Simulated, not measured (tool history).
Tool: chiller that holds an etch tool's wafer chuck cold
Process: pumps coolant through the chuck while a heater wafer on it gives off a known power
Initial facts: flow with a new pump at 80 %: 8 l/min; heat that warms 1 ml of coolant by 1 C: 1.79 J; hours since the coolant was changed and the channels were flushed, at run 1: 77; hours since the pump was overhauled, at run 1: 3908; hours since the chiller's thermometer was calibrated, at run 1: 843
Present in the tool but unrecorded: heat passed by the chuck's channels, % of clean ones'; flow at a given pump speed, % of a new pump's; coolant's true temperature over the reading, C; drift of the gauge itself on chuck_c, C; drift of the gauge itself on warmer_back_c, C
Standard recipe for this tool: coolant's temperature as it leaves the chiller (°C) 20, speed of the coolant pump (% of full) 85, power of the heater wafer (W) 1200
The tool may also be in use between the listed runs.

run	hour	coolant's temperature as it leaves the chiller (°C)	speed of the coolant pump (% of full)	power of the heater wafer (W)	hours since the coolant was changed and the channels were flushed	hours since the pump was overhauled	hours since the chiller's thermometer was calibrated	chuck's temperature once it has settled (°C)	how much warmer the coolant comes back (C)
1	0.0	20	85	1200	77	3908	843	31.8	5.00
2	115.8	20	86	1200	193	4024	959	31.6	4.91
3	294.2	10	85	1200	371	4203	1138	22.1	5.05
4	469.8	10	85	767	547	4378	1313	17.7	3.21
5	646.0	10	85	767	723	4554	1489	17.6	3.22
6	800.7	10	85	767	877	4709	1644	17.6	3.22
7	878.3	10	85	1200	955	4787	1722	22.1	5.08
8	1044.3	20	85	1200	1121	4953	1888	32.0	5.05
9	1212.5	20	85	1200	1289	5121	2056	32.1	5.11
10	1355.7	11	85	1200	1432	5264	2199	23.3	5.14
11	1501.6	11	85	1200	1578	5410	2345	23.2	5.12
12	1599.1	11	62	1200	1676	5508	2443	26.4	7.23
13	1732.6	10	85	1670	1809	5641	2576	27.2	7.17
14	1880.6	28	79	1339	1957	5789	2724	42.4	6.20
15	2063.8	20	79	617	2141	5972	2907	26.6	2.84
16	2247.1	10	79	1641	2324	6156	3091	28.0	7.66
17	2413.3	10	79	1641	2490	6322	3257	27.9	7.74
18	2509.3	23	64	1472	2586	6418	3353	41.7	8.69
19	2685.8	23	64	1472	2763	6594	3529	41.8	8.67

5 ways to go on from here, each from the tool as it stands after run 19. What would each give?
A	2823.8	10	93	1200	2901	6732	3667	?	?
B	2823.8	18	85	1200	2901	6732	3667	?	?
C	2823.8	25	92	1472	2901	6732	3667	?	?
D	2823.8	10	85	697	2901	6732	3667	?	?
E	2823.8	20	83	1320	2901	6732	3667	?	?

run	chuck's temperature once it has settled (°C)	how much warmer the coolant comes back (C)
A	21.9	4.74
B	30.6	5.27
C	39.5	5.95
D	17.3	3.02
E	34.1	5.91
The same runs, with their run-to-run variation unchanged, on a tool lacking any hidden condition would have given:
run	chuck's temperature once it has settled (°C)	how much warmer the coolant comes back (C)
A	20.8	4.27
B	29.4	4.75
C	38.2	5.37
D	16.7	2.72
E	32.8	5.32

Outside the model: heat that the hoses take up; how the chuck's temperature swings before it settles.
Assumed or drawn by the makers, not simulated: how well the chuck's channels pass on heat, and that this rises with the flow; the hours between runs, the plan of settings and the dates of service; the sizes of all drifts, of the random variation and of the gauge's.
